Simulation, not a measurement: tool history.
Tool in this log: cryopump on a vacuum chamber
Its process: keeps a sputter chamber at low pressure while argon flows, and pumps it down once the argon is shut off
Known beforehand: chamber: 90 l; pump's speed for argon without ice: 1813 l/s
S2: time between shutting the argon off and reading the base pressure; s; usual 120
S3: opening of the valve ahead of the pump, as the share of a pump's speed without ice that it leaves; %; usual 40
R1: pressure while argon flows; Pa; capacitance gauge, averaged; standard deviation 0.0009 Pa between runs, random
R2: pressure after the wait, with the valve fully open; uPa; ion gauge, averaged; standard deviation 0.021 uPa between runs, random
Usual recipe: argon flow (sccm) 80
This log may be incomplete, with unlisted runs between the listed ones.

Run 1, hour 0.0: usual settings. Result: R1 0.1953 Pa, R2 1.74 uPa.
Run 2, hour 33.1: usual settings. Result: R1 0.1961 Pa, R2 1.73 uPa.
Run 3, hour 67.4: usual settings but S3 38 %. Result: R1 0.2069 Pa, R2 1.76 uPa.
Run 4, hour 92.7: usual settings but S3 38 %. Result: R1 0.2090 Pa, R2 1.84 uPa.
Run 5, hour 112.2: usual settings but S3 30 %. Result: R1 0.2640 Pa, R2 1.80 uPa.
Run 6, hour 146.7: usual settings but S3 30 %. Result: R1 0.2640 Pa, R2 1.89 uPa.
Run 7, hour 183.1: usual settings but S2 41 s. Result: R1 0.2029 Pa, R2 2.43 uPa.
At hour 219.3: pump warmed up, emptied and cooled again.
Run 8, hour 225.3: usual settings. Result: R1 0.1874 Pa, R2 1.66 uPa.
Run 9, hour 259.6: usual settings but S3 17 %. Result: R1 0.4447 Pa, R2 1.74 uPa.
Run 10, hour 281.9: usual settings but S2 20 s, S3 30 %. Result: R1 0.2477 Pa, R2 3.05 uPa.
Run 11, hour 301.5: usual settings but argon flow (sccm) 33, S2 81 s, S3 39 %. Result: R1 0.0805 Pa, R2 1.88 uPa.
Run 12, hour 327.9: usual settings but argon flow (sccm) 156, S2 62 s, S3 44 %. Result: R1 0.3388 Pa, R2 2.06 uPa.
Run 13, hour 363.1: usual settings but argon flow (sccm) 156, S2 96 s, S3 44 %. Result: R1 0.3419 Pa, R2 1.92 uPa.

Predict the results of run 14:
Run 14, hour 387.6: usual settings but argon flow (sccm) 88, S2 96 s, S3 35 %. Result: R1 ?, R2 ?.

R1: 0.2405 Pa
R2: 1.97 uPa
Were there no unlogged condition in the tool, this run, its random variation unchanged, would have produced R1 0.2336 Pa, R2 0.48 uPa.
